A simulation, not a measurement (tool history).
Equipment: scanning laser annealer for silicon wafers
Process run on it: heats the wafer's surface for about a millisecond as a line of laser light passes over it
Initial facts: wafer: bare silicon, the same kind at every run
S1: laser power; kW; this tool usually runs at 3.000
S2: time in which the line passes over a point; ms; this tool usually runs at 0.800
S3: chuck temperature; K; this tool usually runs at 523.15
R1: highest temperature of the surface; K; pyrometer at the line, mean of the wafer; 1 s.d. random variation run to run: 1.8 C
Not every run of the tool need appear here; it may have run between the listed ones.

Run 1, hour 0.0: usual settings. Result: R1 1320.15 K.
Run 2, hour 38.4: usual settings but S2 0.672 ms. Result: R1 1237.15 K.
Run 3, hour 58.0: usual settings but S2 0.672 ms. Result: R1 1239.15 K.
Run 4, hour 93.6: usual settings but S2 0.672 ms, S3 514.15 K. Result: R1 1226.15 K.
Run 5, hour 127.6: usual settings. Result: R1 1308.15 K.
Run 6, hour 164.3: usual settings but S1 3.270 kW. Result: R1 1383.15 K.
Run 7, hour 199.1: usual settings but S1 3.270 kW. Result: R1 1381.15 K.
Run 8, hour 236.3: usual settings but S3 525.15 K. Result: R1 1304.15 K.
Run 9, hour 252.8: usual settings. Result: R1 1296.15 K.
At hour 257.6: window over the wafer cleaned.
Run 10, hour 275.9: usual settings. Result: R1 1275.15 K.
Run 11, hour 296.3: usual settings but S2 0.633 ms. Result: R1 1179.15 K.
Run 12, hour 325.7: usual settings but S2 0.633 ms. Result: R1 1180.15 K.
Run 13, hour 345.2: usual settings but S3 533.15 K. Result: R1 1286.15 K.
Run 14, hour 362.4: usual settings but S3 485.15 K. Result: R1 1235.15 K.
Run 15, hour 378.2: usual settings but S2 0.645 ms. Result: R1 1182.15 K.
Run 16, hour 397.6: usual settings but S2 0.645 ms. Result: R1 1179.15 K.
Run 17, hour 415.9: usual settings but S1 2.732 kW, S2 0.645 ms. Result: R1 1116.15 K.
Run 18, hour 436.7: usual settings but S1 2.732 kW, S2 0.645 ms. Result: R1 1114.15 K.
Run 19, hour 465.3: usual settings but S1 2.732 kW, S2 0.645 ms. Result: R1 1109.15 K.
Run 20, hour 482.4: usual settings but S1 2.732 kW, S2 0.645 ms. Result: R1 1108.15 K.
At hour 493.3: window over the wafer cleaned, once more.
Run 21, hour 505.0: usual settings but S1 2.732 kW, S2 0.599 ms, S3 505.15 K. Result: R1 1120.15 K.
Run 22, hour 543.2: usual settings but S1 2.832 kW, S2 0.585 ms, S3 541.15 K. Result: R1 1168.15 K.
Run 23, hour 569.0: usual settings but S1 2.984 kW, S2 0.696 ms, S3 551.15 K. Result: R1 1289.15 K.
Run 24, hour 607.1: usual settings but S1 3.008 kW, S2 0.829 ms, S3 560.15 K. Result: R1 1386.15 K.
Run 25, hour 627.7: usual settings but S1 3.008 kW, S2 0.829 ms, S3 560.15 K. Result: R1 1380.15 K.
Run 26, hour 644.8: usual settings but S1 2.783 kW, S2 0.560 ms, S3 486.15 K. Result: R1 1079.15 K.
Run 27, hour 665.2: usual settings but S1 2.964 kW, S2 0.936 ms, S3 491.15 K. Result: R1 1355.15 K.
Run 28, hour 696.9: usual settings but S2 0.605 ms, S3 534.15 K. Result: R1 1206.15 K.
Run 29, hour 714.1: usual settings but S2 0.605 ms, S3 534.15 K. Result: R1 1205.15 K.
Run 30, hour 738.9: usual settings but S2 0.619 ms, S3 495.15 K. Result: R1 1175.15 K.
Run 31, hour 759.3: usual settings but S1 3.011 kW, S3 552.15 K. Result: R1 1345.15 K.
Run 32, hour 796.3: usual settings but S1 3.011 kW, S3 552.15 K. Result: R1 1344.15 K.
Run 33, hour 817.9: usual settings but S1 3.261 kW, S2 0.682 ms, S3 548.15 K. Result: R1 1332.15 K.
Run 34, hour 853.1: usual settings but S1 3.193 kW, S3 498.15 K. Result: R1 1334.15 K.
At hour 862.7: optics aligned, line set to its width.
Run 35, hour 886.0: usual settings but S1 3.054 kW, S2 0.579 ms, S3 527.15 K. Result: R1 1199.15 K.
Run 36, hour 910.9: usual settings but S1 3.054 kW, S2 0.579 ms, S3 527.15 K. Result: R1 1199.15 K.
Run 37, hour 931.8: usual settings but S1 3.056 kW, S2 0.565 ms, S3 558.15 K. Result: R1 1220.15 K.
Run 38, hour 949.0: usual settings but S1 3.056 kW, S2 0.565 ms, S3 558.15 K. Result: R1 1216.15 K.
Run 39, hour 979.7: usual settings but S1 3.056 kW, S2 0.565 ms, S3 558.15 K. Result: R1 1213.15 K.
Run 40, hour 1016.4: usual settings but S1 2.908 kW, S2 0.703 ms, S3 558.15 K. Result: R1 1263.15 K.

Consider 3 possible next runs. They are alternatives, not a sequence: every one starts from the tool as it was left by run 40. What does each give?
Run A, hour 1040.9: usual settings but S1 3.233 kW, S3 528.15 K. Result: R1 ?.
Run B, hour 1040.9: usual settings but S1 3.254 kW, S2 0.751 ms, S3 507.15 K. Result: R1 ?.
Run C, hour 1040.9: usual settings but S1 2.821 kW, S2 0.871 ms, S3 538.15 K. Result: R1 ?.

run       R1
  A  1382.15
  B  1337.15
  C  1310.15
With the hidden condition removed and each run's random variation left untouched, the same runs would have given:
run       R1
  A  1430.15
  B  1385.15
  C  1354.15
